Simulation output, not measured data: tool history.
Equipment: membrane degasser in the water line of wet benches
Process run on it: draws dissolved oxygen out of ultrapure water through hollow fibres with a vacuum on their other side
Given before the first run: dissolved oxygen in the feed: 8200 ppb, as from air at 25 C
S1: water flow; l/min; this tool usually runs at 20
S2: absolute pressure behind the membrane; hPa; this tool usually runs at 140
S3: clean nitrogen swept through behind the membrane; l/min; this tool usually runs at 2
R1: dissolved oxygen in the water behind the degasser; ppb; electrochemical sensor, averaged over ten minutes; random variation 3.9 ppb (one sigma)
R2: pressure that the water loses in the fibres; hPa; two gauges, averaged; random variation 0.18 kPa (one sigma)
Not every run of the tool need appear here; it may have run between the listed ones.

Run 1, hour 0: usual settings. Result: R1 412.8 ppb, R2 342.6 hPa.
Run 2, hour 161.1: usual settings. Result: R1 418.5 ppb, R2 344.9 hPa.
Run 3, hour 336.9: usual settings. Result: R1 425 ppb, R2 347.7 hPa.
Run 4, hour 565.2: usual settings. Result: R1 426 ppb, R2 347.8 hPa.
Run 5, hour 694: usual settings. Result: R1 423 ppb, R2 348.6 hPa.
At hour 777.3: seals of the vacuum lines changed.
Run 6, hour 945.9: usual settings. Result: R1 424.2 ppb, R2 345.5 hPa.
Run 7, hour 1108.4: usual settings but S3 0.94 l/min. Result: R1 649.7 ppb, R2 348.5 hPa.
Run 8, hour 1335.3: usual settings. Result: R1 418.8 ppb, R2 350.2 hPa.
Run 9, hour 1541.2: usual settings. Result: R1 422.1 ppb, R2 349.1 hPa.
Run 10, hour 1768.1: usual settings. Result: R1 427.5 ppb, R2 347.6 hPa.
Run 11, hour 1931.8: usual settings but S3 2.64 l/min. Result: R1 370 ppb, R2 350 hPa.
Run 12, hour 2172.5: usual settings but S3 2.64 l/min. Result: R1 371.8 ppb, R2 351.4 hPa.
Run 13, hour 2305.6: usual settings but S3 2.64 l/min. Result: R1 375.8 ppb, R2 353 hPa.
Run 14, hour 2506.6: usual settings but S3 2.64 l/min. Result: R1 379.4 ppb, R2 354 hPa.
Run 15, hour 2731.8: usual settings but S1 30 l/min, S3 2.64 l/min. Result: R1 822.4 ppb, R2 531.1 hPa.
Run 16, hour 2891.1: usual settings but S1 30 l/min, S3 2.64 l/min. Result: R1 812.2 ppb, R2 530 hPa.
Run 17, hour 3028.1: usual settings. Result: R1 443.3 ppb, R2 357.4 hPa.
Run 18, hour 3147.1: usual settings but S1 22 l/min. Result: R1 534.7 ppb, R2 393.1 hPa.
Run 19, hour 3271.9: usual settings but S1 22 l/min, S2 159 hPa, S3 0.95 l/min. Result: R1 846.5 ppb, R2 392.3 hPa.
At hour 3287.8: vacuum gauge calibrated.
Run 20, hour 3469.6: usual settings but S3 1.36 l/min. Result: R1 542.3 ppb, R2 356.8 hPa.
Run 21, hour 3661.4: usual settings but S1 15 l/min, S3 3.14 l/min. Result: R1 202.2 ppb, R2 267.2 hPa.
Run 22, hour 3868.7: usual settings but S1 22 l/min. Result: R1 539.7 ppb, R2 394 hPa.
Run 23, hour 4111: usual settings but S1 16 l/min, S2 99 hPa. Result: R1 235 ppb, R2 289.4 hPa.
At hour 4363.1: vacuum gauge calibrated, once more.
Run 24, hour 4363.1: usual settings but S1 30 l/min, S2 232 hPa, S3 0.93 l/min. Result: R1 1626.4 ppb, R2 543.4 hPa.
Run 25, hour 4580.9: usual settings but S1 30 l/min, S2 99 hPa, S3 2.25 l/min. Result: R1 764.7 ppb, R2 542.8 hPa.
Run 26, hour 4693: usual settings but S1 26 l/min, S2 170 hPa, S3 1.59 l/min. Result: R1 864.1 ppb, R2 474.4 hPa.
Run 27, hour 4845.7: usual settings but S1 18 l/min. Result: R1 360.1 ppb, R2 327.5 hPa.
Run 28, hour 5091.4: usual settings but S3 1.76 l/min. Result: R1 476.8 ppb, R2 363.1 hPa.
Run 29, hour 5348.9: usual settings but S3 1.26 l/min. Result: R1 563.9 ppb, R2 364.5 hPa.
Run 30, hour 5550.1: usual settings but S3 1.26 l/min. Result: R1 574.7 ppb, R2 370 hPa.
Run 31, hour 5684.2: usual settings but S3 1.26 l/min. Result: R1 578.9 ppb, R2 366.6 hPa.
Run 32, hour 5840.9: usual settings but S1 12 l/min, S2 133 hPa. Result: R1 180.2 ppb, R2 221.2 hPa.
Run 33, hour 6090.3: usual settings but S1 30 l/min, S2 112 hPa. Result: R1 855.3 ppb, R2 553.2 hPa.

Branching from run 33: 3 alternative next runs. What would each branch give?
Run A, hour 6242.6: usual settings but S1 29 l/min, S3 3.28 l/min. Result: R1 ?, R2 ?.
Run B, hour 6242.6: usual settings but S1 26 l/min, S2 115 hPa. Result: R1 ?, R2 ?.
Run C, hour 6242.6: usual settings but S1 30 l/min, S2 112 hPa, S3 1.27 l/min. Result: R1 ?, R2 ?.

run     R1     R2
  A  776.4  542.4
  B  671.3  479.7
  C  995.6  553.3
Without the tool's hidden state the same runs would have given:
run     R1     R2
  A  657.3  499.6
  B  569.4  441.5
  C  868.1  509.4
